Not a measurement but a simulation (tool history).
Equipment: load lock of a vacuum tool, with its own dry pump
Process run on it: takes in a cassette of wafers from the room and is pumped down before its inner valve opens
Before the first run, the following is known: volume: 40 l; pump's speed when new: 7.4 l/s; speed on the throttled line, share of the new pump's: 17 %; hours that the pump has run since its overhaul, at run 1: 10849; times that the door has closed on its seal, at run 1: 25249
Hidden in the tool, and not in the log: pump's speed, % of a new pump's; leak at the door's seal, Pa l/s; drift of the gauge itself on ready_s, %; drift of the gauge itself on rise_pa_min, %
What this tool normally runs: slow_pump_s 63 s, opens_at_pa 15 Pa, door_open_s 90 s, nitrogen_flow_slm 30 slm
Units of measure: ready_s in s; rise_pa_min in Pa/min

run,day,slow_pump_s,opens_at_pa,door_open_s,nitrogen_flow_slm,hours that the pump has run since its overhaul,times that the door has closed on its seal,"incoming humidity of the room's air, %",ready_s,rise_pa_min
1,0,63,15,90,30,10849,25249,48.5,104.3,0.23
2,8.638,63,15,90,30,11056,25791,42.2,103.5,0.232
3,24.942,40,15,90,30,11448,26814,44.4,85.7,0.248
4,41.95,63,15,90,30,11856,27881,46.2,105.6,0.26
5,53.875,63,15,90,30,12142,28629,44.1,104.3,0.269
6,66.296,63,15,90,30,12440,29409,43,105.3,0.276
7,83.154,63,25,90,30,12845,30467,48.2,101.7,0.297
8,99.096,63,25,90,30,13227,31467,48.3,102.7,0.307
9,110.646,71,17,98,4,13505,32191,47.2,111.1,0.364
10,121.108,34,23,176,35,13756,32848,41.8,79.1,0.332
11,130.212,102,18,32,24,13974,33419,46.3,136.3,0.326
12,142.346,102,18,32,24,14265,34181,44.9,136,0.33
13,154.9,102,18,32,24,14567,34969,42.1,135.4,0.354
14,171.175,102,18,32,24,14957,35990,43.9,134.8,0.369

Forecast each of these 3 alternatives for the next run:
A,186.596,40,18,47,16,15327,36957,46.4,?,?
B,186.596,53,28,120,30,15327,36957,46.8,?,?
C,186.596,63,28,36,30,15327,36957,45.9,?,?

run,ready_s,rise_pa_min
A,86.3,0.384
B,95.2,0.391
C,103,0.378
Without the tool's unlogged condition, the same runs would have read:
run,ready_s,rise_pa_min
A,79.6,0.031
B,89.2,0.034
C,97.4,0.017
